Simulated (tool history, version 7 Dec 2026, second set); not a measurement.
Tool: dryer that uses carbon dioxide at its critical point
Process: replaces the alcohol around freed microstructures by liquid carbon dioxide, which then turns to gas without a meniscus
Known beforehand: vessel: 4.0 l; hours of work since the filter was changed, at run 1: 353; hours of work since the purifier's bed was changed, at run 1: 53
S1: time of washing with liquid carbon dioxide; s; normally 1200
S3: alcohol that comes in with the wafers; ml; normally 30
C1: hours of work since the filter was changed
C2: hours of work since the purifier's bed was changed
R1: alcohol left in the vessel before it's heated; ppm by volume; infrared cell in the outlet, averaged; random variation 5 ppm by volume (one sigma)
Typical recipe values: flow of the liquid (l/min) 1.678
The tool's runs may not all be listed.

{"run": 1, "hour": 0.0, "S1": 1200, "flow of the liquid (l/min)": 1.678, "S3": 30, "C1": 353, "C2": 53, "R1": 29}
{"run": 2, "hour": 33.7, "S1": 1200, "flow of the liquid (l/min)": 1.678, "S3": 30, "C1": 369, "C2": 70, "R1": 27}
{"run": 3, "hour": 74.3, "S1": 1200, "flow of the liquid (l/min)": 1.678, "S3": 105, "C1": 389, "C2": 89, "R1": 38}
{"hour": 92.9, "done": "inlet filter changed"}
{"run": 4, "hour": 102.7, "S1": 840, "flow of the liquid (l/min)": 1.678, "S3": 105, "C1": 5, "C2": 102, "R1": 140}
{"run": 5, "hour": 132.0, "S1": 1200, "flow of the liquid (l/min)": 1.678, "S3": 30, "C1": 19, "C2": 116, "R1": 28}
{"run": 6, "hour": 162.8, "S1": 1200, "flow of the liquid (l/min)": 1.678, "S3": 27, "C1": 34, "C2": 131, "R1": 33}
{"run": 7, "hour": 189.8, "S1": 1200, "flow of the liquid (l/min)": 1.678, "S3": 30, "C1": 47, "C2": 144, "R1": 27}
{"run": 8, "hour": 220.0, "S1": 1200, "flow of the liquid (l/min)": 1.678, "S3": 30, "C1": 61, "C2": 159, "R1": 39}
{"run": 9, "hour": 254.5, "S1": 1200, "flow of the liquid (l/min)": 1.678, "S3": 30, "C1": 78, "C2": 176, "R1": 37}
{"run": 10, "hour": 280.7, "S1": 1200, "flow of the liquid (l/min)": 1.678, "S3": 30, "C1": 90, "C2": 188, "R1": 35}
{"run": 11, "hour": 315.8, "S1": 1200, "flow of the liquid (l/min)": 1.678, "S3": 30, "C1": 107, "C2": 205, "R1": 39}
{"run": 12, "hour": 351.1, "S1": 1200, "flow of the liquid (l/min)": 1.1, "S3": 30, "C1": 124, "C2": 222, "R1": 96}
{"run": 13, "hour": 388.9, "S1": 1200, "flow of the liquid (l/min)": 1.1, "S3": 30, "C1": 143, "C2": 240, "R1": 102}
{"run": 14, "hour": 432.5, "S1": 1200, "flow of the liquid (l/min)": 1.47, "S3": 30, "C1": 164, "C2": 261, "R1": 60}
{"run": 15, "hour": 454.9, "S1": 1200, "flow of the liquid (l/min)": 1.47, "S3": 30, "C1": 174, "C2": 272, "R1": 56}
{"run": 16, "hour": 486.8, "S1": 1200, "flow of the liquid (l/min)": 1.678, "S3": 30, "C1": 190, "C2": 287, "R1": 61}
{"run": 17, "hour": 529.7, "S1": 1200, "flow of the liquid (l/min)": 1.678, "S3": 30, "C1": 211, "C2": 308, "R1": 56}
{"run": 18, "hour": 573.4, "S1": 1200, "flow of the liquid (l/min)": 1.678, "S3": 30, "C1": 232, "C2": 329, "R1": 68}
{"run": 19, "hour": 592.1, "S1": 840, "flow of the liquid (l/min)": 1.678, "S3": 30, "C1": 241, "C2": 338, "R1": 98}
{"run": 20, "hour": 629.8, "S1": 1200, "flow of the liquid (l/min)": 1.678, "S3": 30, "C1": 259, "C2": 356, "R1": 71}
{"run": 21, "hour": 664.3, "S1": 1200, "flow of the liquid (l/min)": 1.678, "S3": 30, "C1": 275, "C2": 373, "R1": 62}
{"run": 22, "hour": 683.0, "S1": 1200, "flow of the liquid (l/min)": 1.62, "S3": 30, "C1": 284, "C2": 382, "R1": 77}
{"run": 23, "hour": 715.6, "S1": 1200, "flow of the liquid (l/min)": 1.62, "S3": 30, "C1": 300, "C2": 398, "R1": 82}
{"run": 24, "hour": 736.9, "S1": 1080, "flow of the liquid (l/min)": 1.66, "S3": 72, "C1": 310, "C2": 408, "R1": 95}
{"run": 25, "hour": 760.6, "S1": 1560, "flow of the liquid (l/min)": 1.77, "S3": 20, "C1": 322, "C2": 419, "R1": 76}
{"run": 26, "hour": 791.6, "S1": 1560, "flow of the liquid (l/min)": 1.77, "S3": 20, "C1": 337, "C2": 434, "R1": 72}
{"run": 27, "hour": 817.6, "S1": 1560, "flow of the liquid (l/min)": 1.77, "S3": 20, "C1": 349, "C2": 447, "R1": 76}
{"run": 28, "hour": 842.0, "S1": 1020, "flow of the liquid (l/min)": 1.11, "S3": 22, "C1": 361, "C2": 459, "R1": 185}
{"run": 29, "hour": 871.1, "S1": 1200, "flow of the liquid (l/min)": 1.91, "S3": 30, "C1": 375, "C2": 473, "R1": 86}
{"run": 30, "hour": 910.0, "S1": 1200, "flow of the liquid (l/min)": 1.91, "S3": 116, "C1": 394, "C2": 491, "R1": 93}
{"hour": 917.5, "done": "inlet filter changed"}
{"run": 31, "hour": 935.9, "S1": 1200, "flow of the liquid (l/min)": 1.91, "S3": 116, "C1": 9, "C2": 503, "R1": 90}
{"run": 32, "hour": 956.9, "S1": 1020, "flow of the liquid (l/min)": 1.59, "S3": 56, "C1": 19, "C2": 514, "R1": 113}
{"run": 33, "hour": 993.1, "S1": 1200, "flow of the liquid (l/min)": 1.42, "S3": 55, "C1": 36, "C2": 531, "R1": 114}
{"run": 34, "hour": 1031.7, "S1": 960, "flow of the liquid (l/min)": 2.82, "S3": 57, "C1": 55, "C2": 550, "R1": 102}
{"run": 35, "hour": 1067.1, "S1": 1560, "flow of the liquid (l/min)": 1.678, "S3": 34, "C1": 72, "C2": 567, "R1": 96}
{"run": 36, "hour": 1096.8, "S1": 1500, "flow of the liquid (l/min)": 1.678, "S3": 30, "C1": 86, "C2": 581, "R1": 100}
{"run": 37, "hour": 1128.0, "S1": 960, "flow of the liquid (l/min)": 2.28, "S3": 76, "C1": 101, "C2": 596, "R1": 109}
{"run": 38, "hour": 1167.8, "S1": 960, "flow of the liquid (l/min)": 2.65, "S3": 21, "C1": 121, "C2": 615, "R1": 106}
{"run": 39, "hour": 1198.7, "S1": 960, "flow of the liquid (l/min)": 1.11, "S3": 70, "C1": 136, "C2": 630, "R1": 440}
{"run": 40, "hour": 1228.1, "S1": 960, "flow of the liquid (l/min)": 1.11, "S3": 60, "C1": 150, "C2": 644, "R1": 388}
{"run": 41, "hour": 1248.3, "S1": 1440, "flow of the liquid (l/min)": 1.11, "S3": 60, "C1": 159, "C2": 654, "R1": 151}
{"run": 42, "hour": 1270.5, "S1": 1800, "flow of the liquid (l/min)": 1.68, "S3": 52, "C1": 170, "C2": 665, "R1": 101}

The next listed run, before its measurement:
{"run": 43, "hour": 1303.3, "S1": 1800, "flow of the liquid (l/min)": 1.68, "S3": 52, "C1": 186, "C2": 681, "R1": "?"}

Run 43 came out at R1 123 ppm by volume.
If the tool had no hidden condition, the same run with the same run-to-run variation would have returned R1 11 ppm by volume.

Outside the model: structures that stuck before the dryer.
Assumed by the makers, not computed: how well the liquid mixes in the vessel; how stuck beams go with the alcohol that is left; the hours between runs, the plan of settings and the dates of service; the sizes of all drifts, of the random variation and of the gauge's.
